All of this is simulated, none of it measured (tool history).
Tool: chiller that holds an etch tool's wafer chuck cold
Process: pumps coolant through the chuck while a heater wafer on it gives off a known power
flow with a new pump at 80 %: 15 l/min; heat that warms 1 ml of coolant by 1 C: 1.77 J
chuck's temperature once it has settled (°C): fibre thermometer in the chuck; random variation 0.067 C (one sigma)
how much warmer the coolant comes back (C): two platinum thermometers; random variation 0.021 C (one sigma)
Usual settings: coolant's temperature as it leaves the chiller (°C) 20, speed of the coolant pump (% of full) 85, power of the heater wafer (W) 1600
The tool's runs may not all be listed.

run,day,coolant's temperature as it leaves the chiller (°C),speed of the coolant pump (% of full),power of the heater wafer (W),chuck's temperature once it has settled (°C),how much warmer the coolant comes back (C)
1,0.000,20,85,1600,30.58,3.39
2,7.892,20,85,1600,30.41,3.40
3,13.225,20,85,1600,30.49,3.38
4,20.892,20,98,1600,28.98,2.92
5,28.400,20,81,1600,31.08,3.63
6,32.554,20,81,1600,30.89,3.63
7,38.696,23,85,2390,38.78,5.09
8,44.979,23,66,2390,43.07,6.82
9,52.029,14,66,2390,34.15,6.83

The next listed run, before its measurement:
10,55.500,14,64,2390,?,?

chuck's temperature once it has settled (°C): 34.72
how much warmer the coolant comes back (C): 7.03
Without the tool's hidden state the same run would have given chuck's temperature once it has settled (°C) 34.69, how much warmer the coolant comes back (C) 6.93.
